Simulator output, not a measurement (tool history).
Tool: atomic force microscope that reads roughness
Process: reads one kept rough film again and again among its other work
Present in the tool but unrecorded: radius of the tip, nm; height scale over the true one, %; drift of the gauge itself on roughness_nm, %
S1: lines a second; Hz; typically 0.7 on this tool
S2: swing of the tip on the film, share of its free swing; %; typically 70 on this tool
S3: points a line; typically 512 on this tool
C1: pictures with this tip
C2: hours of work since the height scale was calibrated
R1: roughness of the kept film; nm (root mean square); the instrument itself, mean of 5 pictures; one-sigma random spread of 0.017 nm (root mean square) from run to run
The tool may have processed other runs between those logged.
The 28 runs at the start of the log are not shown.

run,day,S1,S2,S3,C1,C2,R1
29,38.046,0.7,70,690,128,1265,2.96
30,38.933,0.7,70,690,151,1277,2.826
31,40.562,0.7,70,690,194,1299,2.583
32,41.538,0.7,70,903,219,1313,2.465
33,42.375,3.232,56,903,241,1324,2.366
# day 42.575: new tip fitted
34,44.154,0.701,70,899,41,1348,3.717
35,45.725,1.131,75,873,82,1369,3.277
36,47.475,1.131,75,873,127,1393,2.97

3 ways to go on from here, each from the tool as it stands after run 36. What would each give?
A,48.862,1.699,61,448,164,1412,?
B,48.862,2.636,61,873,164,1412,?
C,48.862,0.7,84,942,164,1412,?

run,R1
A,2.736
B,2.732
C,2.736
With no hidden state in the tool, these same runs would have given:
run,R1
A,4.095
B,4.09
C,4.097
